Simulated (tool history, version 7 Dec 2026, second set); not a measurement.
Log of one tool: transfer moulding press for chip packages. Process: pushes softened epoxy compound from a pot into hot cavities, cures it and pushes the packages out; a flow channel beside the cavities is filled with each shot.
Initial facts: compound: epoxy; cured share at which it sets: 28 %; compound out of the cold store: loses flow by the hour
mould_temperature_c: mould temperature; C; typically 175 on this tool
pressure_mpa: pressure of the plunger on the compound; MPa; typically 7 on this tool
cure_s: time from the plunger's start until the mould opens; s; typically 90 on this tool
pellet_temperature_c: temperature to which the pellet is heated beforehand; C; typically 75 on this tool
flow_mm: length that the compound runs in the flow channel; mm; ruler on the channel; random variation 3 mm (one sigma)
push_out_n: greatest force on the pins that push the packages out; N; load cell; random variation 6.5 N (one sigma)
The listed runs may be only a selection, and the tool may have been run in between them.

run,hour,mould_temperature_c,pressure_mpa,cure_s,pellet_temperature_c,incoming compound's hours out of the cold store,flow_mm,push_out_n
1,0,175,7,90,75,40.8,604,438
2,39.3,175,7.34,90,75,13.2,698,513
# hour 49.8: cavities cleaned with cleaning compound and waxed
3,62.8,175,7.34,90,75,27.9,647,359
4,88.3,175,7.34,90,75,32.5,638,463
5,130,183,7,90,75,13.7,646,407
# hour 138.4: cavities cleaned with cleaning compound and waxed
6,155.1,172,7,90,75,35.5,611,462
7,184.7,178,7,90,75,9.6,672,413
8,217.6,175,7,90,77,14,662,530
# hour 228: cavities cleaned with cleaning compound and waxed
9,256.3,175,7,90,77,31.3,610,436
# hour 272.4: plunger's sealing rings changed
10,277.1,175,7,90,68,44.4,601,462
11,314.8,175,7,128,75,15.1,683,410
# hour 320.8: cavities cleaned with cleaning compound and waxed
12,343.2,175,7,90,77,11.8,687,420
13,377,175,7,90,77,42,602,482
# hour 409.3: cavities cleaned with cleaning compound and waxed
14,411.7,175,7,90,77,12.2,689,295
15,431,175,7,81,82,14.9,675,497
16,467.1,175,7,81,82,46.6,581,574
# hour 499.1: cavities cleaned with cleaning compound and waxed
17,504.7,168,7.68,76,83,33.1,662,704
18,534.8,168,6.03,73,69,33.3,583,1122
19,567.1,168,8.79,83,73,25.5,729,1010
# hour 588.3: cavities cleaned with cleaning compound and waxed
20,588.3,183,6.23,104,69,32.4,561,217
21,623.6,167,6.17,127,82,32.6,588,418
# hour 648.8: plunger's sealing rings changed
22,667.5,175,6.96,90,82,9.1,699,520
# hour 680.2: cavities cleaned with cleaning compound and waxed
23,696.9,180,5.23,90,75,37.3,524,323
24,722.6,171,6.53,72,75,30.6,632,1005
25,759.3,174,8.02,72,68,21.5,711,974
# hour 771.7: cavities cleaned with cleaning compound and waxed
26,802.7,174,8.02,72,68,37.3,656,797
27,825.5,174,8.02,72,68,22.4,697,954

Here are 3 independent what-if runs from the current tool condition. What would each one return?
A,854.7,174,5.23,72,68,22.1,?,?
B,854.7,182,5.37,90,77,41.2,?,?
C,854.7,170,7,90,75,21.4,?,?

run,flow_mm,push_out_n
A,567,935
B,506,410
C,663,749
What these runs would have given with no unlogged condition in the tool:
run,flow_mm,push_out_n
A,580,464
B,518,210
C,678,372
